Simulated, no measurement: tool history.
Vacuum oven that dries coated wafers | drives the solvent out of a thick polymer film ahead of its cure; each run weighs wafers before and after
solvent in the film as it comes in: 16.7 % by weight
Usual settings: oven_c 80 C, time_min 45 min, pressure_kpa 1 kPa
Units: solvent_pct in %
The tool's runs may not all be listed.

run   hour  oven_c  time_min  pressure_kpa  solvent_pct
  1      0      80        45             1         1.65
  2   28.7      80        36             1         2.52
  3   79.9      80        30             1         3.24
  4  129.7      81        45             1         1.58
  5  158.3      81        45             1         1.51
  6    216      95        45             1         0.37
  7  279.6      95        45             1         0.23
  8  330.9      95        45             1          0.3
  9  362.3      67        45             1         5.29
     391.8  -- vacuum gauge cleaned of residue and calibrated
 10  408.3      67        45             1         5.24
 11  463.7      90        26             1          1.5
 12  502.5      80        33          1.87         3.17
 13    540      80        33          1.87         3.14
 14  582.9      82        33          1.68          2.6
 15  611.4      77        69          1.47         1.36
 16  642.5      75        45          0.65         2.67
 17  706.3      80        45          1.72         2.03
 18  736.8      85        79             1         0.39

4 ways to go on from here, each from the tool as it stands after run 18. What would each give?
  A  795.2      71        79          1.22            ?
  B  795.2      85        44             1            ?
  C  795.2      71        45             1            ?
  D  795.2      66        79             1            ?

run  solvent_pct
  A         2.05
  B         0.99
  C            4
  D         2.98
Without the tool's hidden state the same runs would have given:
run  solvent_pct
  A         2.02
  B         0.98
  C         3.95
  D         2.94
